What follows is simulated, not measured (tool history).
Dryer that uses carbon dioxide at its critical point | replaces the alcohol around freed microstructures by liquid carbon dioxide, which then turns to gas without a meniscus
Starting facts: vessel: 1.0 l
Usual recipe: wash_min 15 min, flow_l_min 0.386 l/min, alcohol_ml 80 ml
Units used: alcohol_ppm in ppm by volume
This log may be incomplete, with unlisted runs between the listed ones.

Run 1, day 0.000: usual settings. Result: alcohol_ppm 1180 ppm by volume.
Run 2, day 0.992: usual settings. Result: alcohol_ppm 1182 ppm by volume.
Run 3, day 2.112: usual settings but flow_l_min 0.300 l/min. Result: alcohol_ppm 2831 ppm by volume.
Run 4, day 3.396: usual settings but wash_min 21 min. Result: alcohol_ppm 429 ppm by volume.
Run 5, day 4.988: usual settings but wash_min 21 min. Result: alcohol_ppm 463 ppm by volume.
Run 6, day 6.388: usual settings but wash_min 21 min. Result: alcohol_ppm 488 ppm by volume.
Run 7, day 8.192: usual settings but wash_min 21 min. Result: alcohol_ppm 494 ppm by volume.
Run 8, day 9.575: usual settings but wash_min 21 min, flow_l_min 0.450 l/min. Result: alcohol_ppm 384 ppm by volume.
At day 10.138: inlet filter changed.
Run 9, day 11.392: usual settings but wash_min 16 min, flow_l_min 0.401 l/min, alcohol_ml 27 ml. Result: alcohol_ppm 415 ppm by volume.
At day 12.350: purifier's bed changed.
Run 10, day 12.517: usual settings but flow_l_min 0.412 l/min, alcohol_ml 39 ml. Result: alcohol_ppm 261 ppm by volume.
Run 11, day 13.962: usual settings but flow_l_min 0.412 l/min, alcohol_ml 39 ml. Result: alcohol_ppm 297 ppm by volume.
Run 12, day 14.933: usual settings but wash_min 14 min, flow_l_min 0.595 l/min, alcohol_ml 48 ml. Result: alcohol_ppm 101 ppm by volume.
Run 13, day 17.171: usual settings but flow_l_min 0.538 l/min. Result: alcohol_ppm 190 ppm by volume.
Run 14, day 19.196: usual settings but flow_l_min 0.515 l/min, alcohol_ml 38 ml. Result: alcohol_ppm 158 ppm by volume.

How would selected steps in alcohol_ppm from run to run divide? Give the signed amount a tool lacking its hidden state would still show from settings, what came in and random variation, and the signed amount left for the hidden state, including any gauge scatter that is not in both of the compared results.
What the log doesn't record here: flow that reaches the vessel past the clogged filter, %; alcohol in the recycled carbon dioxide, ppm; drift of the gauge itself on alcohol_ppm, %.
Run 3 -> 4: wash_min 15 -> 21, flow_l_min 0.300 -> 0.386. alcohol_ppm -2402 ppm by volume: hidden state -683, all else -1719.
